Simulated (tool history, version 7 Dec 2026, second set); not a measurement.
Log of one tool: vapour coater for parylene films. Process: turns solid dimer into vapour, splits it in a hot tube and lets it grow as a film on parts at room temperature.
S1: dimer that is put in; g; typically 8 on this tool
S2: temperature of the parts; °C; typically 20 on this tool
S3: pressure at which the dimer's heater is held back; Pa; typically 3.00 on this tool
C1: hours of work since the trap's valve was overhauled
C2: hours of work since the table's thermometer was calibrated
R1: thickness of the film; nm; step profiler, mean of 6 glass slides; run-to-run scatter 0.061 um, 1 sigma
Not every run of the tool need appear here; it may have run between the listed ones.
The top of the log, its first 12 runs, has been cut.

run	day	S1	S2	S3	C1	C2	R1
13	9.396	8	20	2.74	46	499	7350
14	10.058	12	20	2.74	57	510	11270
15	11.146	7	20	3.00	76	529	6430
16	11.900	7	20	3.00	89	542	6390
17	12.762	7	20	3.00	103	556	6290
18	13.617	13	29	5.36	118	571	8030
19	14.354	13	29	5.36	130	583	8010
20	15.325	13	29	5.36	147	600	8090
21	15.854	13	29	5.36	156	609	7980

What does the tool deliver on the next run?
22	16.750	13	29	5.36	171	624	?

{"run 22": {"R1": 8050}}
On a tool with no hidden condition, and with the same random variation, this run would have come out at R1 8140 nm.
